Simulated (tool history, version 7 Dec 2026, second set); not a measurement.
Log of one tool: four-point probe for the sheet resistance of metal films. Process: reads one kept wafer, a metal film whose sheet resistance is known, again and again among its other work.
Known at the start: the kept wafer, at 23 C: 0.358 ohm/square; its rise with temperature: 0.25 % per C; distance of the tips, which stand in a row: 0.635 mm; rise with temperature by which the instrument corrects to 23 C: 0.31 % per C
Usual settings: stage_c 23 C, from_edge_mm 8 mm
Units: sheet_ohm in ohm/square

run,hour,stage_c,from_edge_mm,sheet_ohm
1,0.0,23,8,0.359910
2,35.0,23,8,0.360000
3,78.6,23,8,0.360002
4,118.6,23,8,0.360077
5,169.5,23,8,0.360040
6,207.6,23,8,0.360157
7,260.9,23,8,0.360253
8,301.9,23,58,0.358957
9,348.5,23,58,0.359082
10,379.4,23,58,0.358983
11,414.1,23,58,0.359013
12,470.5,23,8,0.360261
13,519.5,32,8,0.358626
14,586.6,33,8,0.358443
15,638.4,33,8,0.358400
16,685.7,33,8,0.358574
17,737.1,33,8,0.358587
18,786.0,33,8,0.358434
19,815.7,33,6,0.359294
20,847.8,23,8,0.360420
21,899.7,23,8,0.360637
22,954.5,20,3,0.368509
23,1017.0,20,4,0.364811
24,1044.8,24,8,0.360445
25,1099.8,24,75,0.359228
26,1150.7,25,43,0.359120
27,1199.7,24,7,0.360980
28,1238.3,34,22,0.357126
29,1271.8,27,8,0.359443
30,1322.0,21,11,0.360128
31,1381.3,30,10,0.358578
32,1437.0,30,10,0.358561
33,1476.2,22,10,0.360161
34,1516.1,33,40,0.357355
35,1579.1,27,40,0.358361
36,1623.8,25,10,0.359735
37,1690.8,25,10,0.359615
38,1727.9,25,10,0.359793
39,1764.3,25,10,0.359661

Taken out of this log: 1 entry between the listed runs. Where each belongs, and how the hidden state differs across it:
Between runs 27 and 28: stage's thermometer calibrated (hour 1226.3)
  inner tips' distance over the nominal, %: 0.247 -> 0.252; tips' flats over new ones', %: 22 -> 23; wafer's true temperature over the reading, C: 0.62 -> -0.01
  measured less the result without the state, sheet_ohm: +0.001523 -> +0.000962 ohm/square
